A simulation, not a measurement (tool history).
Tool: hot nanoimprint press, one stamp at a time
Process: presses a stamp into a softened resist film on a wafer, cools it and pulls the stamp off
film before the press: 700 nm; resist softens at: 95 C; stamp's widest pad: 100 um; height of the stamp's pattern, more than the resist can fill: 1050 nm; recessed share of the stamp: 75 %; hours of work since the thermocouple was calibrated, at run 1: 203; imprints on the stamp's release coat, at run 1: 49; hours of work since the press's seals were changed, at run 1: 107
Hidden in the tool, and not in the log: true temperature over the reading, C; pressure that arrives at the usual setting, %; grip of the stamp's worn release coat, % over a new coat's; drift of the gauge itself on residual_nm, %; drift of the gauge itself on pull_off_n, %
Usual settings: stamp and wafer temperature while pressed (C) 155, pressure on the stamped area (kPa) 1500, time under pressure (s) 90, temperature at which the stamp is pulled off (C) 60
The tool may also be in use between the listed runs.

| run | hour | stamp and wafer temperature while pressed (C) | pressure on the stamped area (kPa) | time under pressure (s) | temperature at which the stamp is pulled off (C) | hours of work since the thermocouple was calibrated | imprints on the stamp's release coat | hours of work since the press's seals were changed | resist left under the stamp's widest pad (nm) | greatest force while the stamp is pulled off (N) |
|---|---|---|---|---|---|---|---|---|---|---|
| 1 | 0 | 155 | 1500 | 90 | 60 | 203 | 49 | 107 | 425 | 224 |
| 2 | 50 | 155 | 1500 | 90 | 60 | 240 | 248 | 144 | 425.7 | 232 |
| 3 | 74.8 | 155 | 1500 | 90 | 60 | 258 | 346 | 162 | 430.9 | 231 |
| 4 | 120.8 | 155 | 1500 | 90 | 60 | 292 | 529 | 196 | 428.4 | 239 |
| 5 | 174.5 | 155 | 1500 | 90 | 60 | 331 | 742 | 235 | 427.7 | 254 |
| 6 | 203 | 155 | 1500 | 90 | 60 | 352 | 855 | 256 | 435.5 | 249 |
|  | 243.2 | plate thermocouple calibrated |
| 7 | 255.6 | 155 | 1500 | 90 | 60 | 9 | 1052 | 293 | 418.6 | 248 |
|  | 279.4 | stamp cleaned and given a new release coat |
| 8 | 307.1 | 155 | 1500 | 168 | 60 | 43 | 110 | 326 | 348.7 | 228 |
| 9 | 355.4 | 163 | 1080 | 75 | 57 | 78 | 302 | 362 | 398.2 | 246 |
| 10 | 383.7 | 163 | 1080 | 75 | 57 | 99 | 414 | 383 | 401.4 | 253 |
| 11 | 432.3 | 164 | 1080 | 118 | 57 | 135 | 607 | 419 | 341.1 | 252 |

3 ways to go on from here, each from the tool as it stands after run 11. What would each give?
| A | 477.6 | 155 | 1500 | 62 | 60 | 168 | 787 | 452 | ? | ? |
| B | 477.6 | 145 | 1550 | 118 | 52 | 168 | 787 | 452 | ? | ? |
| C | 477.6 | 159 | 1080 | 118 | 57 | 168 | 787 | 452 | ? | ? |

| run | resist left under the stamp's widest pad (nm) | greatest force while the stamp is pulled off (N) |
|---|---|---|
| A | 472.9 | 240 |
| B | 542.6 | 289 |
| C | 401.2 | 262 |
Without the tool's hidden state the same runs would have given:
| run | resist left under the stamp's widest pad (nm) | greatest force while the stamp is pulled off (N) |
|---|---|---|
| A | 458 | 214 |
| B | 527.3 | 260 |
| C | 388.3 | 235 |
